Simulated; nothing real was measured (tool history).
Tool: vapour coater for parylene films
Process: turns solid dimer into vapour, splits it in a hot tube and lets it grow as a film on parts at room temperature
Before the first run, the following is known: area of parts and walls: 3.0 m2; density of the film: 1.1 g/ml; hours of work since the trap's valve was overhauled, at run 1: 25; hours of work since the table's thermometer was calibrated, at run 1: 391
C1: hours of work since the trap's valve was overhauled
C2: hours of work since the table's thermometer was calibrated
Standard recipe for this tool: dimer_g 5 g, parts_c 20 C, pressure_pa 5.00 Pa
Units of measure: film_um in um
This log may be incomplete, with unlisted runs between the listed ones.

{"run": 1, "day": 0.0, "dimer_g": 5, "parts_c": 20, "pressure_pa": 5.0, "C1": 25, "C2": 391, "film_um": 1.215}
{"run": 2, "day": 1.667, "dimer_g": 5, "parts_c": 20, "pressure_pa": 5.0, "C1": 42, "C2": 408, "film_um": 1.208}
{"run": 3, "day": 2.954, "dimer_g": 5, "parts_c": 20, "pressure_pa": 11.22, "C1": 55, "C2": 421, "film_um": 1.018}
{"run": 4, "day": 4.412, "dimer_g": 5, "parts_c": 20, "pressure_pa": 11.22, "C1": 70, "C2": 436, "film_um": 1.015}
{"run": 5, "day": 5.55, "dimer_g": 5, "parts_c": 20, "pressure_pa": 11.22, "C1": 82, "C2": 448, "film_um": 1.013}
{"run": 6, "day": 7.275, "dimer_g": 5, "parts_c": 20, "pressure_pa": 5.0, "C1": 99, "C2": 466, "film_um": 1.2}
{"run": 7, "day": 8.425, "dimer_g": 5, "parts_c": 20, "pressure_pa": 5.0, "C1": 111, "C2": 477, "film_um": 1.196}
{"run": 8, "day": 10.108, "dimer_g": 5, "parts_c": 32, "pressure_pa": 5.0, "C1": 129, "C2": 495, "film_um": 0.864}
{"run": 9, "day": 11.808, "dimer_g": 5, "parts_c": 15, "pressure_pa": 5.0, "C1": 146, "C2": 512, "film_um": 1.367}
{"run": 10, "day": 12.912, "dimer_g": 5, "parts_c": 15, "pressure_pa": 5.0, "C1": 157, "C2": 524, "film_um": 1.358}
{"run": 11, "day": 14.621, "dimer_g": 5, "parts_c": 15, "pressure_pa": 5.0, "C1": 175, "C2": 541, "film_um": 1.357}
{"run": 12, "day": 16.342, "dimer_g": 5, "parts_c": 15, "pressure_pa": 5.0, "C1": 193, "C2": 559, "film_um": 1.36}
{"run": 13, "day": 18.079, "dimer_g": 5, "parts_c": 26, "pressure_pa": 3.51, "C1": 211, "C2": 577, "film_um": 1.083}
{"run": 14, "day": 19.308, "dimer_g": 5, "parts_c": 27, "pressure_pa": 10.93, "C1": 223, "C2": 589, "film_um": 0.835}
{"run": 15, "day": 20.221, "dimer_g": 4, "parts_c": 27, "pressure_pa": 9.95, "C1": 233, "C2": 599, "film_um": 0.684}
{"run": 16, "day": 21.371, "dimer_g": 5, "parts_c": 31, "pressure_pa": 9.95, "C1": 244, "C2": 611, "film_um": 0.759}
{"run": 17, "day": 23.092, "dimer_g": 6, "parts_c": 20, "pressure_pa": 5.0, "C1": 262, "C2": 628, "film_um": 1.413}
{"run": 18, "day": 24.717, "dimer_g": 7, "parts_c": 17, "pressure_pa": 3.51, "C1": 279, "C2": 645, "film_um": 1.919}
{"run": 19, "day": 26.146, "dimer_g": 7, "parts_c": 17, "pressure_pa": 3.51, "C1": 294, "C2": 660, "film_um": 1.914}
{"run": 20, "day": 27.796, "dimer_g": 7, "parts_c": 17, "pressure_pa": 3.51, "C1": 310, "C2": 677, "film_um": 1.916}
{"run": 21, "day": 29.492, "dimer_g": 5, "parts_c": 14, "pressure_pa": 6.75, "C1": 328, "C2": 694, "film_um": 1.284}
{"run": 22, "day": 31.0, "dimer_g": 8, "parts_c": 26, "pressure_pa": 6.75, "C1": 343, "C2": 710, "film_um": 1.488}
{"run": 23, "day": 31.867, "dimer_g": 2, "parts_c": 22, "pressure_pa": 5.4, "C1": 352, "C2": 718, "film_um": 0.431}
{"run": 24, "day": 33.188, "dimer_g": 6, "parts_c": 14, "pressure_pa": 3.12, "C1": 366, "C2": 732, "film_um": 1.691}

5 options for the next run, each taken on its own from the tool as it stands now. Forecast them:
{"run": "A", "day": 34.479, "dimer_g": 4, "parts_c": 21, "pressure_pa": 2.2, "C1": 379, "C2": 745, "film_um": "?"}
{"run": "B", "day": 34.479, "dimer_g": 5, "parts_c": 14, "pressure_pa": 5.61, "C1": 379, "C2": 745, "film_um": "?"}
{"run": "C", "day": 34.479, "dimer_g": 5, "parts_c": 14, "pressure_pa": 5.0, "C1": 379, "C2": 745, "film_um": "?"}
{"run": "D", "day": 34.479, "dimer_g": 8, "parts_c": 14, "pressure_pa": 3.12, "C1": 379, "C2": 745, "film_um": "?"}
{"run": "E", "day": 34.479, "dimer_g": 5, "parts_c": 15, "pressure_pa": 5.0, "C1": 379, "C2": 745, "film_um": "?"}

run=A film_um=1.071
run=B film_um=1.325
run=C film_um=1.362
run=D film_um=2.258
run=E film_um=1.325
With no hidden state in the tool, these same runs would have given:
run=A film_um=1.119
run=B film_um=1.385
run=C film_um=1.424
run=D film_um=2.376
run=E film_um=1.385

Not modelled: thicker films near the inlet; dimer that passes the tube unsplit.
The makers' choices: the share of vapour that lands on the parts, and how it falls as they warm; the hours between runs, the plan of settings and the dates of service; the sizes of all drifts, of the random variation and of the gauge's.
